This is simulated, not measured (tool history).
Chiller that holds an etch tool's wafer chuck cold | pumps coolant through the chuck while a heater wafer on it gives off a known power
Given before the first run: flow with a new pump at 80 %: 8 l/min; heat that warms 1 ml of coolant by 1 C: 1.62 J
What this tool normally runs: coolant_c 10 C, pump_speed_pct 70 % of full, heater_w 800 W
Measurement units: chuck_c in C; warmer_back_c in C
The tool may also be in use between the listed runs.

run   hour  coolant_c  pump_speed_pct  heater_w  chuck_c  warmer_back_c
  1      0         10              70       800     22.3           4.29
  2   82.7         10              70       800     22.4           4.25
  3  195.9         10              70       800     22.5           4.25
  4  306.7         10              70       800     22.6           4.24
  5  411.7         10              70       800     22.4           4.23
  6  486.1         10              62       800     23.9           4.81
  7  594.6         10              62       800     23.9           4.79
  8  727.9         10              70       800     22.9           4.29
  9  846.2         10              70       992     25.7           5.31
 10  910.2         10              70       992     25.9           5.25
     926.5  -- coolant pump overhauled
 11  997.9          7              95       437     12.6           1.77

What does the tool deliver on the next run?
     1087.2  -- chiller's thermometer calibrated
 12  1116.8          2              95       437        ?              ?

chuck_c: 7.2 C
warmer_back_c: 1.78 C
Were there no unlogged condition in the tool, this run, its random variation unchanged, would have produced chuck_c 6.5 C, warmer_back_c 1.73 C.
